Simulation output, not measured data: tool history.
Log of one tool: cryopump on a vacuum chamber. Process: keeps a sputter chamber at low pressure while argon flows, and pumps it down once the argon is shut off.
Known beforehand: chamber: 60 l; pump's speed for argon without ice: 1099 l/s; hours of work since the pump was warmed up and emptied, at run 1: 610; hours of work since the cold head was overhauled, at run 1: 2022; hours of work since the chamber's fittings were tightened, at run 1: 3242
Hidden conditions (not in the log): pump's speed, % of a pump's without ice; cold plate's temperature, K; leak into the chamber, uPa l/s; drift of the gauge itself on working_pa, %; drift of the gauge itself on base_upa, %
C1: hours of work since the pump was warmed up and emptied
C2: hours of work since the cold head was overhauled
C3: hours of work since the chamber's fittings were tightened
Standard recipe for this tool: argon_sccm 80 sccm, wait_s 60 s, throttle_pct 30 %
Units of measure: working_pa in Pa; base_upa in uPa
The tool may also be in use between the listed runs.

{"run": 1, "hour": 0.0, "argon_sccm": 80, "wait_s": 60, "throttle_pct": 30, "C1": 610, "C2": 2022, "C3": 3242, "working_pa": 0.4479, "base_upa": 5.18}
{"run": 2, "hour": 34.7, "argon_sccm": 80, "wait_s": 60, "throttle_pct": 30, "C1": 639, "C2": 2051, "C3": 3271, "working_pa": 0.4473, "base_upa": 5.24}
{"hour": 77.6, "done": "pump warmed up, emptied and cooled again"}
{"run": 3, "hour": 84.0, "argon_sccm": 80, "wait_s": 60, "throttle_pct": 30, "C1": 5, "C2": 2088, "C3": 3307, "working_pa": 0.4162, "base_upa": 4.5}
{"run": 4, "hour": 143.2, "argon_sccm": 80, "wait_s": 60, "throttle_pct": 30, "C1": 54, "C2": 2137, "C3": 3356, "working_pa": 0.4178, "base_upa": 4.69}
{"run": 5, "hour": 189.0, "argon_sccm": 80, "wait_s": 60, "throttle_pct": 30, "C1": 93, "C2": 2175, "C3": 3395, "working_pa": 0.4169, "base_upa": 4.55}
{"run": 6, "hour": 237.3, "argon_sccm": 41, "wait_s": 60, "throttle_pct": 30, "C1": 133, "C2": 2215, "C3": 3435, "working_pa": 0.2158, "base_upa": 4.77}
{"run": 7, "hour": 295.7, "argon_sccm": 80, "wait_s": 60, "throttle_pct": 21, "C1": 181, "C2": 2263, "C3": 3483, "working_pa": 0.599, "base_upa": 4.83}
{"run": 8, "hour": 355.4, "argon_sccm": 80, "wait_s": 60, "throttle_pct": 21, "C1": 231, "C2": 2313, "C3": 3533, "working_pa": 0.6016, "base_upa": 4.92}
{"run": 9, "hour": 393.2, "argon_sccm": 64, "wait_s": 120, "throttle_pct": 30, "C1": 262, "C2": 2344, "C3": 3564, "working_pa": 0.3419, "base_upa": 4.28}
{"run": 10, "hour": 424.3, "argon_sccm": 64, "wait_s": 120, "throttle_pct": 20, "C1": 288, "C2": 2370, "C3": 3590, "working_pa": 0.5055, "base_upa": 4.19}
{"run": 11, "hour": 492.1, "argon_sccm": 64, "wait_s": 120, "throttle_pct": 20, "C1": 344, "C2": 2426, "C3": 3646, "working_pa": 0.5101, "base_upa": 4.34}
{"run": 12, "hour": 535.5, "argon_sccm": 34, "wait_s": 160, "throttle_pct": 21, "C1": 380, "C2": 2463, "C3": 3682, "working_pa": 0.2591, "base_upa": 4.33}
{"run": 13, "hour": 578.0, "argon_sccm": 74, "wait_s": 28, "throttle_pct": 49, "C1": 416, "C2": 2498, "C3": 3718, "working_pa": 0.2546, "base_upa": 7.18}
{"run": 14, "hour": 644.5, "argon_sccm": 74, "wait_s": 28, "throttle_pct": 49, "C1": 471, "C2": 2553, "C3": 3773, "working_pa": 0.2569, "base_upa": 7.2}
{"run": 15, "hour": 696.3, "argon_sccm": 74, "wait_s": 28, "throttle_pct": 49, "C1": 514, "C2": 2596, "C3": 3816, "working_pa": 0.2602, "base_upa": 7.74}
{"run": 16, "hour": 728.9, "argon_sccm": 54, "wait_s": 48, "throttle_pct": 35, "C1": 541, "C2": 2623, "C3": 3843, "working_pa": 0.2599, "base_upa": 6.2}

Forecast each of these 4 alternatives for the next run:
{"run": "A", "hour": 764.9, "argon_sccm": 54, "wait_s": 44, "throttle_pct": 39, "C1": 571, "C2": 2653, "C3": 3873, "working_pa": "?", "base_upa": "?"}
{"run": "B", "hour": 764.9, "argon_sccm": 52, "wait_s": 32, "throttle_pct": 29, "C1": 571, "C2": 2653, "C3": 3873, "working_pa": "?", "base_upa": "?"}
{"run": "C", "hour": 764.9, "argon_sccm": 47, "wait_s": 22, "throttle_pct": 35, "C1": 571, "C2": 2653, "C3": 3873, "working_pa": "?", "base_upa": "?"}
{"run": "D", "hour": 764.9, "argon_sccm": 80, "wait_s": 272, "throttle_pct": 30, "C1": 571, "C2": 2653, "C3": 3873, "working_pa": "?", "base_upa": "?"}

run=A working_pa=0.2375 base_upa=6.19
run=B working_pa=0.2984 base_upa=7.22
run=C working_pa=0.2258 base_upa=8.47
run=D working_pa=0.4494 base_upa=4.58
Stripped of hidden state, with their random variation kept, the same runs would have yielded:
run=A working_pa=0.2142 base_upa=2.35
run=B working_pa=0.2759 base_upa=3.25
run=C working_pa=0.2056 base_upa=4.56
run=D working_pa=0.4146 base_upa=0.62
